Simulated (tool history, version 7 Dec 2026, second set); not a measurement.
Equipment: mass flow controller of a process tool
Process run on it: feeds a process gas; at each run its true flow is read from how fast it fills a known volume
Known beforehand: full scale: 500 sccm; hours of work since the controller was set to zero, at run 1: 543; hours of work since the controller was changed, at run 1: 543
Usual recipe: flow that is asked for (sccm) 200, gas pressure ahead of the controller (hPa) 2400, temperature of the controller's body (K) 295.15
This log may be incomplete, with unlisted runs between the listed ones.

run    hour  flow that is asked for (sccm)  gas pressure ahead of the controller (hPa)  temperature of the controller's body (K)  hours of work since the controller was set to zero  hours of work since the controller was changed  true flow (%)
  1       0                            200                                        2400                                    295.15                                                 543                                             543          98.33
  2     366                            200                                        2730                                    295.15                                                 708                                             708          98.11
  3   665.6                            200                                        2730                                    295.15                                                 843                                             843           98.1
  4   970.9                            200                                        2730                                    295.15                                                 981                                             981          97.99
  5  1210.4                            200                                        2400                                    295.15                                                1090                                            1090          97.86
  6  1452.1                            200                                        2400                                    295.15                                                1199                                            1199          97.71
  7  1746.1                            200                                        2400                                    295.15                                                1332                                            1332          97.72
  8  1929.3                            200                                        2400                                    295.15                                                1415                                            1415          97.65
       1966  -- controller's zero set anew
  9  2190.3                            200                                        2400                                    295.15                                                 101                                            1532          97.54
 10  2451.8                            103                                        2400                                    295.15                                                 220                                            1651          95.94
 11  2658.9                            222                                        2400                                    303.15                                                 313                                            1744          97.08
 12  3070.8                            222                                        2400                                    296.15                                                 499                                            1930          97.41
     3143.5  -- controller's zero set anew, once more
 13  3328.9                            222                                        1530                                    296.15                                                  84                                            2047           98.6
 14  3677.9                            200                                        2690                                    301.15                                                 242                                            2205          97.78
 15  3889.4                            345                                        2010                                    310.15                                                 337                                            2300          98.23

Forecast each of these 5 alternatives for the next run:
  A  4156.2                            443                                        2400                                    295.15                                                 458                                            2421              ?
  B  4156.2                             98                                        1420                                    300.15                                                 458                                            2421              ?
  C  4156.2                            114                                        2420                                    301.15                                                 458                                            2421              ?
  D  4156.2                            222                                        2230                                    308.15                                                 458                                            2421              ?
  E  4156.2                            479                                        2040                                    295.15                                                 458                                            2421              ?

run  true flow (%)
  A          99.06
  B           97.3
  C          97.16
  D          97.56
  E          99.39
Take away the tool's hidden state, keep each run's random variation, and the runs would have read:
run  true flow (%)
  A           99.7
  B          98.38
  C          98.15
  D          98.32
  E         100.01
